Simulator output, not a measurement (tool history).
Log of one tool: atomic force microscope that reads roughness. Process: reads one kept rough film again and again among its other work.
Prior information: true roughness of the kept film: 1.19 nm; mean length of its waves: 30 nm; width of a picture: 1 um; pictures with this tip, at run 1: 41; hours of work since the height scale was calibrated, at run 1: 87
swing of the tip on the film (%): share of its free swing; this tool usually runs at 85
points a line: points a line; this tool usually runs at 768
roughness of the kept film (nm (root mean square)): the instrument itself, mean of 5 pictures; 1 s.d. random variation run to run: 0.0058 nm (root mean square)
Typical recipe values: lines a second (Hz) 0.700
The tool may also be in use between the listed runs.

run,hour,lines a second (Hz),swing of the tip on the film (%),points a line,pictures with this tip,hours of work since the height scale was calibrated,roughness of the kept film (nm (root mean square))
1,0.0,0.700,85,768,41,87,1.045
2,10.0,0.527,85,768,62,95,1.057
3,20.8,0.527,85,768,84,103,1.053
4,31.0,0.527,85,768,105,111,1.045
5,42.1,0.527,85,768,128,120,1.071
6,52.9,0.527,85,768,151,129,1.063
7,61.8,0.527,85,768,169,136,1.066
# hour 67.0: new tip fitted
8,67.0,0.527,58,768,0,139,1.106
9,74.7,0.527,58,768,16,146,1.116
10,81.3,0.943,85,510,30,151,1.015
11,86.5,0.700,85,774,41,155,1.042
12,91.1,0.700,85,774,50,159,1.044
13,100.8,0.700,85,362,70,166,1.036
14,111.1,0.700,59,362,92,175,1.093

Run 15, settings as shown, results not yet in. Your forecast:
15,116.9,0.727,56,533,104,179,?

{"run 15": {"roughness of the kept film (nm (root mean square))": 1.101}}
Minus the tool's unlogged condition, the same run would have read roughness of the kept film (nm (root mean square)) 1.104.

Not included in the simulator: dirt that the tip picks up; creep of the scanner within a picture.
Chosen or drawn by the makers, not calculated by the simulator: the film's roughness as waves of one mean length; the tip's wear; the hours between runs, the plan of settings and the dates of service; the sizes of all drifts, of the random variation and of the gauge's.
